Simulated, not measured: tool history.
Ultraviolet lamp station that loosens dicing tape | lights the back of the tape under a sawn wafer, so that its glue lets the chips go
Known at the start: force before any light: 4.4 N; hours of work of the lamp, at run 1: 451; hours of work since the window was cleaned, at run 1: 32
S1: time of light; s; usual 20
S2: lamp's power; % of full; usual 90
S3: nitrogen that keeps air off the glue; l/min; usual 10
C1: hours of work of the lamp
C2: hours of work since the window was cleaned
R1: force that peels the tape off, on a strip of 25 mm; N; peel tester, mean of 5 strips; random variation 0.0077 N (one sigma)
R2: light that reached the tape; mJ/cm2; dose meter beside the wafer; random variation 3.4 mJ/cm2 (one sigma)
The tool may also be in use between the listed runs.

{"run": 1, "day": 0.0, "S1": 20, "S2": 90, "S3": 10, "C1": 451, "C2": 32, "R1": 0.302, "R2": 543}
{"run": 2, "day": 2.767, "S1": 20, "S2": 90, "S3": 10, "C1": 501, "C2": 82, "R1": 0.289, "R2": 546}
{"run": 3, "day": 5.596, "S1": 20, "S2": 90, "S3": 10, "C1": 553, "C2": 133, "R1": 0.299, "R2": 537}
{"run": 4, "day": 6.788, "S1": 20, "S2": 90, "S3": 10, "C1": 575, "C2": 155, "R1": 0.283, "R2": 537}
{"run": 5, "day": 8.046, "S1": 20, "S2": 90, "S3": 10, "C1": 598, "C2": 178, "R1": 0.301, "R2": 541}
{"run": 6, "day": 9.746, "S1": 20, "S2": 85, "S3": 10, "C1": 628, "C2": 209, "R1": 0.331, "R2": 507}
{"run": 7, "day": 12.446, "S1": 28, "S2": 85, "S3": 10, "C1": 678, "C2": 258, "R1": 0.216, "R2": 713}
{"run": 8, "day": 14.138, "S1": 28, "S2": 85, "S3": 10, "C1": 708, "C2": 289, "R1": 0.209, "R2": 717}
{"day": 15.912, "done": "window cleaned of glue's vapour"}
{"run": 9, "day": 17.042, "S1": 20, "S2": 90, "S3": 10, "C1": 761, "C2": 21, "R1": 0.289, "R2": 543}
{"run": 10, "day": 18.671, "S1": 20, "S2": 90, "S3": 10, "C1": 790, "C2": 50, "R1": 0.29, "R2": 539}
{"run": 11, "day": 21.362, "S1": 20, "S2": 90, "S3": 10, "C1": 839, "C2": 99, "R1": 0.288, "R2": 539}
{"run": 12, "day": 23.346, "S1": 20, "S2": 90, "S3": 10, "C1": 876, "C2": 135, "R1": 0.293, "R2": 532}
{"run": 13, "day": 25.579, "S1": 20, "S2": 80, "S3": 10, "C1": 916, "C2": 176, "R1": 0.357, "R2": 480}
{"day": 27.917, "done": "lamp changed"}
{"run": 14, "day": 27.917, "S1": 20, "S2": 90, "S3": 6, "C1": 0, "C2": 218, "R1": 0.408, "R2": 541}
{"run": 15, "day": 29.904, "S1": 20, "S2": 90, "S3": 6, "C1": 36, "C2": 254, "R1": 0.394, "R2": 538}
{"run": 16, "day": 31.512, "S1": 20, "S2": 90, "S3": 6, "C1": 66, "C2": 283, "R1": 0.39, "R2": 536}
{"day": 33.6, "done": "window cleaned of glue's vapour"}
{"run": 17, "day": 33.883, "S1": 29, "S2": 90, "S3": 10, "C1": 108, "C2": 5, "R1": 0.191, "R2": 784}
{"run": 18, "day": 36.621, "S1": 29, "S2": 90, "S3": 10, "C1": 158, "C2": 55, "R1": 0.195, "R2": 782}
{"run": 19, "day": 37.979, "S1": 20, "S2": 80, "S3": 10, "C1": 183, "C2": 80, "R1": 0.347, "R2": 477}
{"run": 20, "day": 39.317, "S1": 20, "S2": 80, "S3": 10, "C1": 207, "C2": 104, "R1": 0.348, "R2": 479}
{"run": 21, "day": 42.192, "S1": 20, "S2": 80, "S3": 10, "C1": 259, "C2": 156, "R1": 0.347, "R2": 478}
{"run": 22, "day": 44.946, "S1": 20, "S2": 90, "S3": 3, "C1": 310, "C2": 206, "R1": 0.627, "R2": 533}
{"run": 23, "day": 47.458, "S1": 21, "S2": 90, "S3": 6, "C1": 355, "C2": 252, "R1": 0.365, "R2": 569}
{"run": 24, "day": 50.392, "S1": 21, "S2": 90, "S3": 6, "C1": 409, "C2": 306, "R1": 0.377, "R2": 566}
{"day": 51.271, "done": "window cleaned of glue's vapour"}
{"run": 25, "day": 52.433, "S1": 21, "S2": 90, "S3": 6, "C1": 445, "C2": 21, "R1": 0.351, "R2": 565}
{"run": 26, "day": 54.317, "S1": 18, "S2": 90, "S3": 6, "C1": 480, "C2": 55, "R1": 0.487, "R2": 488}
{"run": 27, "day": 55.562, "S1": 18, "S2": 90, "S3": 6, "C1": 502, "C2": 78, "R1": 0.459, "R2": 484}
{"run": 28, "day": 56.883, "S1": 20, "S2": 90, "S3": 7, "C1": 526, "C2": 102, "R1": 0.364, "R2": 537}
{"run": 29, "day": 59.129, "S1": 20, "S2": 84, "S3": 6, "C1": 567, "C2": 143, "R1": 0.449, "R2": 503}
{"run": 30, "day": 61.829, "S1": 20, "S2": 84, "S3": 6, "C1": 616, "C2": 192, "R1": 0.444, "R2": 504}
{"run": 31, "day": 63.3, "S1": 15, "S2": 84, "S3": 7, "C1": 643, "C2": 219, "R1": 0.658, "R2": 378}
{"run": 32, "day": 65.246, "S1": 20, "S2": 60, "S3": 10, "C1": 679, "C2": 254, "R1": 0.597, "R2": 363}
{"run": 33, "day": 67.088, "S1": 20, "S2": 71, "S3": 4, "C1": 712, "C2": 288, "R1": 0.797, "R2": 426}
{"run": 34, "day": 68.7, "S1": 11, "S2": 73, "S3": 12, "C1": 741, "C2": 317, "R1": 0.958, "R2": 241}
{"day": 68.862, "done": "window cleaned of glue's vapour"}
{"run": 35, "day": 71.65, "S1": 20, "S2": 90, "S3": 7, "C1": 795, "C2": 51, "R1": 0.347, "R2": 538}
{"run": 36, "day": 74.262, "S1": 33, "S2": 75, "S3": 7, "C1": 842, "C2": 98, "R1": 0.237, "R2": 732}
{"run": 37, "day": 75.758, "S1": 33, "S2": 75, "S3": 7, "C1": 869, "C2": 125, "R1": 0.237, "R2": 736}
{"run": 38, "day": 77.633, "S1": 29, "S2": 75, "S3": 7, "C1": 904, "C2": 160, "R1": 0.267, "R2": 653}
{"run": 39, "day": 80.475, "S1": 29, "S2": 75, "S3": 7, "C1": 955, "C2": 211, "R1": 0.271, "R2": 650}
{"day": 80.783, "done": "lamp changed"}
{"run": 40, "day": 83.125, "S1": 29, "S2": 75, "S3": 7, "C1": 43, "C2": 259, "R1": 0.272, "R2": 648}
{"run": 41, "day": 84.808, "S1": 29, "S2": 75, "S3": 7, "C1": 73, "C2": 289, "R1": 0.272, "R2": 642}
{"day": 86.529, "done": "window cleaned of glue's vapour"}
{"run": 42, "day": 87.229, "S1": 20, "S2": 88, "S3": 5, "C1": 117, "C2": 13, "R1": 0.45, "R2": 533}
{"run": 43, "day": 88.712, "S1": 20, "S2": 88, "S3": 5, "C1": 144, "C2": 40, "R1": 0.466, "R2": 522}

The same runs without the tool's hidden state, with the same run-to-run variation:
The hidden state here: lamp's light, % of a new lamp's; light that the window lets through, % of a clean one's; drift of the gauge itself on peel_n, %; drift of the gauge itself on dose_mj_cm2, %.
run=1 R2=544
run=2 R2=548
run=3 R2=539
run=4 R2=539
run=5 R2=543
run=6 R2=509
run=7 R2=716
run=8 R2=720
run=9 R2=545
run=10 R2=541
run=11 R2=541
run=12 R2=534
run=13 R2=482
run=14 R2=542
run=15 R2=538
run=16 R2=537
run=17 R2=784
run=18 R2=783
run=19 R2=478
run=20 R2=479
run=21 R2=479
run=22 R2=534
run=23 R2=571
run=24 R2=568
run=25 R2=566
run=26 R2=489
run=27 R2=485
run=28 R2=539
run=29 R2=504
run=30 R2=506
run=31 R2=380
run=32 R2=365
run=33 R2=428
run=34 R2=242
run=35 R2=540
run=36 R2=736
run=37 R2=740
run=38 R2=656
run=39 R2=654
run=40 R2=648
run=41 R2=642
run=42 R2=533
run=43 R2=523
R1: within 0.006 N of the measured result in every run.
